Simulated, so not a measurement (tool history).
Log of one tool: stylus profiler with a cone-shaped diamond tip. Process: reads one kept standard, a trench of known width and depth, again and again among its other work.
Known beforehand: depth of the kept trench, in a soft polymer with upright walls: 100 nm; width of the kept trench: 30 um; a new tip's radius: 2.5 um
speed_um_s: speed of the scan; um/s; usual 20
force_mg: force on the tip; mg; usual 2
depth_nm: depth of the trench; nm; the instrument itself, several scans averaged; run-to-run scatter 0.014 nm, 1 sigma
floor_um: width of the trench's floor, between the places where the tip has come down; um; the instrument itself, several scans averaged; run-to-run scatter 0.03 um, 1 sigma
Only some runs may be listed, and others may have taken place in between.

run    hour  speed_um_s  force_mg  depth_nm  floor_um
  1       0          20         2    101.37     28.52
  2    90.6          20      1.31    101.03     28.58
  3   132.2          20      0.74     100.7      28.5
  4   194.8          20       1.6    101.17     28.57
  5   255.1          20       1.6    101.15     28.59
  6   347.5          20      0.79    100.72      28.5
  7   409.5          20      0.79    100.76     28.48
  8   474.9          20      0.79    100.72     28.52
  9   533.3          20      0.79    100.72     28.55
 10   633.3          57      3.39    101.93     28.47
 11   710.1          57      3.39    101.92     28.54
 12   810.6          17      0.97    100.86     28.55
 13   893.5          46      0.71    100.69     28.38
 14   983.9          15       2.1    101.39     28.59
 15  1053.6          20      3.47    101.96      28.6
 16    1125           9      3.09     101.8     28.63
     1139.3  -- new tip fitted, height scale calibrated
 17  1206.8          50      1.98    101.36     28.44

Forecast each of these 4 alternatives for the next run:
  A  1252.6          27         2         ?         ?
  B  1252.6           7       0.7         ?         ?
  C  1252.6          40      0.68         ?         ?
  D  1252.6          21      1.98         ?         ?

run  depth_nm  floor_um
  A    101.38     28.49
  B     100.7     28.56
  C    100.68     28.46
  D    101.35     28.56
With no hidden state in the tool, these same runs would have given:
run  depth_nm  floor_um
  A    101.38     28.49
  B     100.7     28.56
  C    100.68     28.46
  D    101.35     28.56
